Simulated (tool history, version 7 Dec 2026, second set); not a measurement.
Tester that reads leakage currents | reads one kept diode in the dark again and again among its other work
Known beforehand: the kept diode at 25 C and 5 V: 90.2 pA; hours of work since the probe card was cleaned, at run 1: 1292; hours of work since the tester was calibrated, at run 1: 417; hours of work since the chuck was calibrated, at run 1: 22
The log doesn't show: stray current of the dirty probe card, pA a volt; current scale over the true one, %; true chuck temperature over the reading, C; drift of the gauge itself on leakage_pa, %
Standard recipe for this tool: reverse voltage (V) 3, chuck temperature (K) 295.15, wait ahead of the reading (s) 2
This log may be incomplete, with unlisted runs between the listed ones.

run	hour	reverse voltage (V)	chuck temperature (K)	wait ahead of the reading (s)	hours of work since the probe card was cleaned	hours of work since the tester was calibrated	hours of work since the chuck was calibrated	current that the tester gives (pA)
1	0	3	295.15	2	1292	417	22	55.44
2	15	3	300.15	2	1298	424	29	82.18
3	35.5	3	300.15	0.96	1307	433	38	82.37
4	63.8	3	300.15	0.96	1320	445	50	82.77
5	88.4	3	300.15	0.96	1330	456	61	82.95
6	111.6	3	300.15	0.96	1340	466	71	82.94
7	135.6	3	300.15	0.96	1351	476	81	83.4
8	154.4	3	295.15	2	1359	484	89	55.71
9	185.8	3	295.15	2	1373	498	103	56.09
10	207.4	18.26	295.15	2	1382	507	112	166.32
11	228.6	18.26	295.15	2	1391	517	122	164.98
12	256.2	3	295.15	1.21	1403	529	134	56.2
13	278.8	3	295.15	1.21	1413	538	143	56.34
14	311	3	295.15	1.21	1427	552	157	56.39
15	342.5	3	295.15	1.21	1441	566	171	55.72
16	363.9	3	295.15	1.21	1450	575	180	56.42
17	395.5	3	295.15	2	1464	589	194	56.12
18	415.6	3	295.15	2	1473	598	203	56.36
19	442.2	11.93	295.15	2	1484	609	214	129.46
20	463.7	3.16	295.15	2	1493	619	224	58.33
21	490.6	2.57	311.15	2	1505	631	236	174.73
# hour 494.5: chuck's temperature calibrated
22	510.3	3.22	299.15	0.75	1513	638	7	81.65
23	533.3	1.55	295.15	2	1523	648	17	38.29
24	560	1.55	295.15	2	1534	660	29	38.25
25	580.2	1.55	296.15	2	1543	669	37	41.53

Forecast run 26:
26	611.3	1.1	295.15	2	1557	682	51	?

For run 26 the tool returned current that the tester gives (pA) 31.43.
Minus the tool's unlogged condition, the same run would have read current that the tester gives (pA) 29.71.

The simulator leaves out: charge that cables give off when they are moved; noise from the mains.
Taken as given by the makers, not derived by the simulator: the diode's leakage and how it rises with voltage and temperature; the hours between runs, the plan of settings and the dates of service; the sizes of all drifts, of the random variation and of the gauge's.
